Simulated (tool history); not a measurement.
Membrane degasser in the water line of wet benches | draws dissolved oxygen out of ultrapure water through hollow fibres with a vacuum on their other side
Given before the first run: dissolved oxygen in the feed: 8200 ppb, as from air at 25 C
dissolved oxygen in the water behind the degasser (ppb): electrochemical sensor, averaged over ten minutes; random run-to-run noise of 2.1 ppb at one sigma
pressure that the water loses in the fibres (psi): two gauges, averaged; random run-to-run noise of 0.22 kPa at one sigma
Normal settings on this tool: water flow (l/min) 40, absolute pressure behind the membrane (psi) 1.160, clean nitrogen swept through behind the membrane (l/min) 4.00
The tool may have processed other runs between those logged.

| run | day | water flow (l/min) | absolute pressure behind the membrane (psi) | clean nitrogen swept through behind the membrane (l/min) | dissolved oxygen in the water behind the degasser (ppb) | pressure that the water loses in the fibres (psi) |
|---|---|---|---|---|---|---|
| 1 | 0.000 | 40 | 1.160 | 4.00 | 213.4 | 7.886 |
| 2 | 7.246 | 40 | 1.160 | 5.65 | 179.7 | 7.777 |
| 3 | 13.229 | 40 | 1.160 | 5.65 | 179.0 | 7.816 |
| 4 | 21.971 | 40 | 1.160 | 5.65 | 183.3 | 7.818 |
| 5 | 30.671 | 40 | 1.160 | 5.65 | 181.8 | 7.812 |
| 6 | 39.171 | 40 | 1.160 | 5.65 | 181.9 | 7.760 |
| 7 | 51.183 | 28 | 2.635 | 4.00 | 291.2 | 5.440 |
| 8 | 57.675 | 28 | 2.635 | 4.00 | 294.1 | 5.439 |

Run 9 has not been measured yet. What should we expect?
| 9 | 64.650 | 28 | 2.635 | 4.00 | ? | ? |

{"run 9": {"dissolved oxygen in the water behind the degasser (ppb)": 292.7, "pressure that the water loses in the fibres (psi)": 5.435}}
Were there no unlogged condition in the tool, this run, its random variation unchanged, would have produced dissolved oxygen in the water behind the degasser (ppb) 292.5, pressure that the water loses in the fibres (psi) 5.497.

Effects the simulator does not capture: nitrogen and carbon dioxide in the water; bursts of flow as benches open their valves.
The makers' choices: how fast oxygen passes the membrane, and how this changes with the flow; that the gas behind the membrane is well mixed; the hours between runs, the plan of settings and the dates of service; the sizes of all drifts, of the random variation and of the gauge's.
